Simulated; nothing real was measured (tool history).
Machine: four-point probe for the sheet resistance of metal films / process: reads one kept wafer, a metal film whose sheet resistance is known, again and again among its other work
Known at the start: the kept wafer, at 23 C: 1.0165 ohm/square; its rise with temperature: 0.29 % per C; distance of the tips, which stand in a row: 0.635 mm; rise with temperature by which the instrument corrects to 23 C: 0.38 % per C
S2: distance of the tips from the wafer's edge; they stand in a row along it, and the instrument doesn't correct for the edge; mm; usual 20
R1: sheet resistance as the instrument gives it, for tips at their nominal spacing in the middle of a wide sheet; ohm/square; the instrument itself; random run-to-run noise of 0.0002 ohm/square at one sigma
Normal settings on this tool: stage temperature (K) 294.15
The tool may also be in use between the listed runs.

{"run": 1, "hour": 0.0, "stage temperature (K)": 294.15, "S2": 20, "R1": 1.018619}
{"run": 2, "hour": 27.6, "stage temperature (K)": 294.15, "S2": 20, "R1": 1.018783}
{"run": 3, "hour": 65.6, "stage temperature (K)": 294.15, "S2": 20, "R1": 1.01857}
{"run": 4, "hour": 112.4, "stage temperature (K)": 294.15, "S2": 20, "R1": 1.019176}
{"run": 5, "hour": 149.4, "stage temperature (K)": 294.15, "S2": 20, "R1": 1.0189}
{"run": 6, "hour": 182.2, "stage temperature (K)": 294.15, "S2": 20, "R1": 1.018745}
{"run": 7, "hour": 219.8, "stage temperature (K)": 294.15, "S2": 20, "R1": 1.018857}
{"run": 8, "hour": 259.1, "stage temperature (K)": 294.15, "S2": 20, "R1": 1.018945}
{"run": 9, "hour": 305.3, "stage temperature (K)": 294.15, "S2": 20, "R1": 1.018585}
{"run": 10, "hour": 359.4, "stage temperature (K)": 294.15, "S2": 20, "R1": 1.018789}
{"run": 11, "hour": 415.3, "stage temperature (K)": 294.15, "S2": 33, "R1": 1.0181}
{"run": 12, "hour": 460.8, "stage temperature (K)": 294.15, "S2": 20, "R1": 1.018759}
{"run": 13, "hour": 511.2, "stage temperature (K)": 294.15, "S2": 20, "R1": 1.019177}
{"run": 14, "hour": 562.3, "stage temperature (K)": 294.15, "S2": 20, "R1": 1.019108}
{"run": 15, "hour": 587.4, "stage temperature (K)": 294.15, "S2": 20, "R1": 1.018692}
{"run": 16, "hour": 642.6, "stage temperature (K)": 294.15, "S2": 20, "R1": 1.019007}
{"run": 17, "hour": 679.0, "stage temperature (K)": 294.15, "S2": 31, "R1": 1.018331}
{"run": 18, "hour": 736.8, "stage temperature (K)": 294.15, "S2": 20, "R1": 1.018575}
{"run": 19, "hour": 790.7, "stage temperature (K)": 293.15, "S2": 20, "R1": 1.019608}
{"run": 20, "hour": 824.1, "stage temperature (K)": 293.15, "S2": 20, "R1": 1.019449}
{"run": 21, "hour": 881.0, "stage temperature (K)": 294.15, "S2": 20, "R1": 1.01912}
{"run": 22, "hour": 936.2, "stage temperature (K)": 294.15, "S2": 20, "R1": 1.01859}
{"run": 23, "hour": 977.8, "stage temperature (K)": 291.15, "S2": 10, "R1": 1.02322}
{"run": 24, "hour": 1006.4, "stage temperature (K)": 300.15, "S2": 20, "R1": 1.013959}
{"run": 25, "hour": 1052.5, "stage temperature (K)": 299.15, "S2": 4, "R1": 1.027559}
{"run": 26, "hour": 1094.0, "stage temperature (K)": 307.15, "S2": 20, "R1": 1.008402}
{"run": 27, "hour": 1152.2, "stage temperature (K)": 300.15, "S2": 9, "R1": 1.016059}
{"run": 28, "hour": 1189.7, "stage temperature (K)": 292.15, "S2": 15, "R1": 1.020817}
{"run": 29, "hour": 1248.5, "stage temperature (K)": 293.15, "S2": 3, "R1": 1.043415}
{"run": 30, "hour": 1303.0, "stage temperature (K)": 296.15, "S2": 74, "R1": 1.016999}
{"run": 31, "hour": 1351.3, "stage temperature (K)": 296.15, "S2": 66, "R1": 1.016839}
{"run": 32, "hour": 1404.9, "stage temperature (K)": 305.15, "S2": 29, "R1": 1.009693}
{"run": 33, "hour": 1451.0, "stage temperature (K)": 307.15, "S2": 32, "R1": 1.007401}
{"run": 34, "hour": 1505.0, "stage temperature (K)": 306.15, "S2": 7, "R1": 1.012611}
{"run": 35, "hour": 1549.1, "stage temperature (K)": 306.15, "S2": 6, "R1": 1.014565}
{"run": 36, "hour": 1577.3, "stage temperature (K)": 306.15, "S2": 6, "R1": 1.014158}
{"run": 37, "hour": 1635.6, "stage temperature (K)": 306.15, "S2": 6, "R1": 1.014542}
{"run": 38, "hour": 1688.7, "stage temperature (K)": 306.15, "S2": 6, "R1": 1.014454}
{"run": 39, "hour": 1720.8, "stage temperature (K)": 294.15, "S2": 22, "R1": 1.018743}
{"run": 40, "hour": 1771.0, "stage temperature (K)": 294.15, "S2": 22, "R1": 1.018476}
{"run": 41, "hour": 1805.3, "stage temperature (K)": 294.15, "S2": 22, "R1": 1.018571}
{"run": 42, "hour": 1846.3, "stage temperature (K)": 294.15, "S2": 22, "R1": 1.018461}
{"run": 43, "hour": 1876.3, "stage temperature (K)": 300.15, "S2": 63, "R1": 1.013741}
{"run": 44, "hour": 1919.5, "stage temperature (K)": 300.15, "S2": 63, "R1": 1.012875}

Put back what was entered between runs (1 entry, withheld): which listed runs does each sit between, and how does the hidden state differ from the listed run before to the listed run after?
Run 8 -> run 9: stage's thermometer calibrated (hour 305.3)
  wafer's true temperature over the reading, C: -0.01 -> 0
